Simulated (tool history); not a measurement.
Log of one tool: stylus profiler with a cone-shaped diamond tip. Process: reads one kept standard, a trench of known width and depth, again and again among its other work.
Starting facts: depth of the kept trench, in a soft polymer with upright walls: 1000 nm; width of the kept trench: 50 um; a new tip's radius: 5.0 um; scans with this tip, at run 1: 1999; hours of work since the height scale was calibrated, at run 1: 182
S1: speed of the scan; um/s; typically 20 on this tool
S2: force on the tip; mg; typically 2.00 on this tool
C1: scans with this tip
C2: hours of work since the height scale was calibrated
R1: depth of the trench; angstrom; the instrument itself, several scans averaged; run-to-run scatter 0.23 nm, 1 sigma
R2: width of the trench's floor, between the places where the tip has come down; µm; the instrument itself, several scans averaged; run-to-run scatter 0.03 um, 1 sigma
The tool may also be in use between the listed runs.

| run | hour | S1 | S2 | C1 | C2 | R1 | R2 |
|---|---|---|---|---|---|---|---|
| 1 | 0.0 | 20 | 2.00 | 1999 | 182 | 10149.5 | 43.15 |
| 2 | 13.1 | 20 | 2.00 | 2069 | 188 | 10150.1 | 43.15 |
| 3 | 43.4 | 20 | 2.00 | 2233 | 203 | 10150.6 | 43.11 |
| 4 | 66.9 | 20 | 2.00 | 2360 | 215 | 10150.8 | 43.03 |
| 5 | 92.7 | 20 | 2.00 | 2499 | 228 | 10144.3 | 42.97 |
| 6 | 114.4 | 20 | 2.00 | 2616 | 238 | 10152.5 | 42.99 |
| 7 | 144.2 | 20 | 2.00 | 2776 | 253 | 10150.6 | 43.02 |
| 8 | 171.1 | 6 | 2.00 | 2922 | 266 | 10151.4 | 42.96 |
| 9 | 198.9 | 6 | 2.00 | 3072 | 280 | 10149.3 | 42.92 |
| 10 | 214.9 | 20 | 3.46 | 3158 | 288 | 10218.5 | 42.81 |
| 11 | 235.1 | 20 | 3.46 | 3267 | 297 | 10219.5 | 42.76 |
| 12 | 257.7 | 20 | 3.46 | 3389 | 309 | 10215.4 | 42.75 |
|  | 261.0 | height scale calibrated on a step standard |
| 13 | 279.8 | 20 | 3.46 | 3506 | 9 | 10218.5 | 42.68 |
| 14 | 308.4 | 24 | 1.03 | 3660 | 23 | 10098.5 | 42.58 |
|  | 337.0 | height scale calibrated on a step standard, once more |
| 15 | 339.2 | 24 | 1.03 | 3823 | 1 | 10094.9 | 42.53 |
| 16 | 368.1 | 11 | 1.90 | 3980 | 15 | 10141.3 | 42.61 |
| 17 | 390.7 | 21 | 0.97 | 4102 | 26 | 10092.5 | 42.50 |
| 18 | 419.6 | 7 | 1.71 | 4257 | 41 | 10130.7 | 42.49 |
| 19 | 447.1 | 33 | 0.91 | 4406 | 54 | 10084.8 | 42.22 |
| 20 | 468.8 | 42 | 1.43 | 4523 | 65 | 10119.3 | 42.15 |
| 21 | 481.8 | 38 | 2.27 | 4593 | 71 | 10168.6 | 42.28 |
| 22 | 511.9 | 24 | 3.52 | 4755 | 86 | 10220.8 | 42.28 |
| 23 | 543.1 | 19 | 1.34 | 4924 | 101 | 10118.2 | 42.24 |
| 24 | 565.9 | 30 | 0.76 | 5047 | 112 | 10075.7 | 42.05 |

Run 25 is up next; what results do you expect?
| 25 | 593.1 | 48 | 5.07 | 5193 | 126 | ? | ? |

Run 25 measured R1 10284.7 angstrom, R2 42.11 µm.
With the hidden condition absent and the run-to-run variation left alone, this run would have shown R1 10283.3 angstrom, R2 43.84 µm.

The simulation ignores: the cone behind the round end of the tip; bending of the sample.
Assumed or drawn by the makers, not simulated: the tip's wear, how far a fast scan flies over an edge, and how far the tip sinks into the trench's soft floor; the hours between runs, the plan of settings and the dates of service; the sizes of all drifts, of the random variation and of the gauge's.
